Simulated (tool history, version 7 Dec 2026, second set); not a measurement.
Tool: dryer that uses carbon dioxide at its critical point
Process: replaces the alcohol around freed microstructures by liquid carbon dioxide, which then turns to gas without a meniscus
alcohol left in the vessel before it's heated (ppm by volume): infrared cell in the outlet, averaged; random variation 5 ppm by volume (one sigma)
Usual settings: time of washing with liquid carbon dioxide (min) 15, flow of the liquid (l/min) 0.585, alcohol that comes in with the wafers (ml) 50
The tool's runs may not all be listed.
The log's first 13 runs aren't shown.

run    hour  time of washing with liquid carbon dioxide (min)  flow of the liquid (l/min)  alcohol that comes in with the wafers (ml)  hours of work since the filter was changed  hours of work since the purifier's bed was changed  alcohol left in the vessel before it's heated (ppm by volume)
 14   443.2                                                15                       0.585                                          50                                         217                                                 478                                                             66
 15     473                                                15                       0.585                                          50                                         233                                                 494                                                             64
 16   500.8                                                15                       0.585                                          50                                         248                                                 509                                                             74
 17   532.1                                                15                       0.585                                          50                                         264                                                 526                                                             78
 18   582.6                                                15                       0.585                                          50                                         291                                                 552                                                             68
 19     610                                                15                       0.585                                          50                                         306                                                 567                                                             89
 20   637.1                                                15                       0.775                                          50                                         320                                                 581                                                             46
 21   664.1                                                15                       0.849                                          38                                         334                                                 596                                                             39
 22   693.7                                                22                       0.599                                          38                                         350                                                 611                                                             35
 23   737.7                                                20                       0.599                                          38                                         373                                                 635                                                             42
 24   784.4                                                 9                       0.626                                          25                                         398                                                 659                                                            410
 25   806.3                                                23                        0.79                                          50                                         410                                                 671                                                             35
 26   845.8                                                12                       0.585                                          37                                         431                                                 692                                                            244
 27   890.4                                                12                       0.585                                          37                                         454                                                 716                                                            264
 28   913.3                                                12                       0.585                                          49                                         467                                                 728                                                            337
 29   944.5                                                12                       0.777                                          37                                         483                                                 744                                                             92
        953  -- inlet filter changed
 30   967.2                                                17                       0.495                                          34                                           8                                                 756                                                             62
 31  1012.4                                                14                       0.907                                          82                                          32                                                 780                                                             53
 32  1041.3                                                13                       0.907                                          82                                          47                                                 795                                                             47

4 ways to go on from here, each from the tool as it stands after run 32. What would each give?
  A  1078.9                                                15                       0.709                                          27                                          67                                                 815                                                              ?
  B  1078.9                                                14                       0.585                                          50                                          67                                                 815                                                              ?
  C  1078.9                                                10                       0.785                                          82                                          67                                                 815                                                              ?
  D  1078.9                                                 9                       0.951                                          21                                          67                                                 815                                                              ?

run  alcohol left in the vessel before it's heated (ppm by volume)
  A                                                             49
  B                                                             97
  C                                                            154
  D                                                             62
Without the tool's hidden state the same runs would have given:
run  alcohol left in the vessel before it's heated (ppm by volume)
  A                                                              6
  B                                                             45
  C                                                             89
  D                                                             17
